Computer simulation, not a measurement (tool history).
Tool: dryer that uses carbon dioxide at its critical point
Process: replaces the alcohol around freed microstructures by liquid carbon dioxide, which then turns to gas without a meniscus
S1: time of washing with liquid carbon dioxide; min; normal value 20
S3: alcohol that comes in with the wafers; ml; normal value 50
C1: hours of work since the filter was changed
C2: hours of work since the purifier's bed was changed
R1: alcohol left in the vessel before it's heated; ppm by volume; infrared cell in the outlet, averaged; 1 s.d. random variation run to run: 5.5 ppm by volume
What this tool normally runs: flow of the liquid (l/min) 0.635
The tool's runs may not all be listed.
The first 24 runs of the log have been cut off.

-- hour=1257.9 inlet filter changed
run 25 hour=1262.1 | S1=20 flow_of_the_liquid_(l/min)=0.635 S3=50 | C1=3 C2=589 | R1=255
run 26 hour=1311.2 | S1=13 flow_of_the_liquid_(l/min)=1.045 S3=44 | C1=41 C2=626 | R1=210
-- hour=1363.8 purifier's bed changed
run 27 hour=1385.8 | S1=13 flow_of_the_liquid_(l/min)=1.045 S3=44 | C1=96 C2=17 | R1=115
run 28 hour=1429.1 | S1=25 flow_of_the_liquid_(l/min)=0.635 S3=104 | C1=130 C2=50 | R1=133
run 29 hour=1463 | S1=22 flow_of_the_liquid_(l/min)=0.84 S3=117 | C1=156 C2=76 | R1=72
run 30 hour=1504.1 | S1=13 flow_of_the_liquid_(l/min)=0.635 S3=41 | C1=188 C2=108 | R1=988
run 31 hour=1566.8 | S1=13 flow_of_the_liquid_(l/min)=0.635 S3=41 | C1=236 C2=157 | R1=1048
run 32 hour=1628.6 | S1=24 flow_of_the_liquid_(l/min)=0.794 S3=25 | C1=283 C2=204 | R1=55
run 33 hour=1676.4 | S1=15 flow_of_the_liquid_(l/min)=1.012 S3=82 | C1=320 C2=241 | R1=244
-- hour=1710.9 inlet filter changed
run 34 hour=1733.6 | S1=15 flow_of_the_liquid_(l/min)=1.012 S3=82 | C1=18 C2=284 | R1=146
run 35 hour=1765 | S1=15 flow_of_the_liquid_(l/min)=1.012 S3=82 | C1=42 C2=309 | R1=151
run 36 hour=1824.7 | S1=18 flow_of_the_liquid_(l/min)=0.486 S3=82 | C1=88 C2=355 | R1=1410
run 37 hour=1860.3 | S1=18 flow_of_the_liquid_(l/min)=0.894 S3=29 | C1=115 C2=382 | R1=99
run 38 hour=1905.5 | S1=18 flow_of_the_liquid_(l/min)=0.894 S3=29 | C1=150 C2=417 | R1=113
run 39 hour=1975 | S1=18 flow_of_the_liquid_(l/min)=0.894 S3=29 | C1=204 C2=471 | R1=124
run 40 hour=2021 | S1=18 flow_of_the_liquid_(l/min)=0.996 S3=37 | C1=239 C2=506 | R1=117
run 41 hour=2063.2 | S1=13 flow_of_the_liquid_(l/min)=0.505 S3=100 | C1=272 C2=538 | R1=4962
run 42 hour=2116.8 | S1=23 flow_of_the_liquid_(l/min)=0.412 S3=50 | C1=313 C2=580 | R1=1021
-- hour=2162.8 inlet filter changed
run 43 hour=2167.3 | S1=17 flow_of_the_liquid_(l/min)=0.704 S3=60 | C1=4 C2=618 | R1=344
run 44 hour=2216.9 | S1=20 flow_of_the_liquid_(l/min)=0.704 S3=60 | C1=42 C2=656 | R1=227
-- hour=2232.3 purifier's bed changed
run 45 hour=2266 | S1=20 flow_of_the_liquid_(l/min)=0.704 S3=60 | C1=77 C2=26 | R1=136
run 46 hour=2326.9 | S1=20 flow_of_the_liquid_(l/min)=0.704 S3=60 | C1=124 C2=73 | R1=150

Consider 4 possible next runs. They are alternatives, not a sequence: every one starts from the tool as it was left by run 46. What does each give?
run A hour=2356.7 | S1=24 flow_of_the_liquid_(l/min)=0.704 S3=60 | C1=147 C2=96 | R1=?
run B hour=2356.7 | S1=15 flow_of_the_liquid_(l/min)=0.606 S3=21 | C1=147 C2=96 | R1=?
run C hour=2356.7 | S1=18 flow_of_the_liquid_(l/min)=0.476 S3=50 | C1=147 C2=96 | R1=?
run D hour=2356.7 | S1=20 flow_of_the_liquid_(l/min)=0.635 S3=45 | C1=147 C2=96 | R1=?

run=A R1=74
run=B R1=353
run=C R1=993
run=D R1=203
Take away the tool's hidden state, keep each run's random variation, and the runs would have read:
run=A R1=40
run=B R1=267
run=C R1=791
run=D R1=137
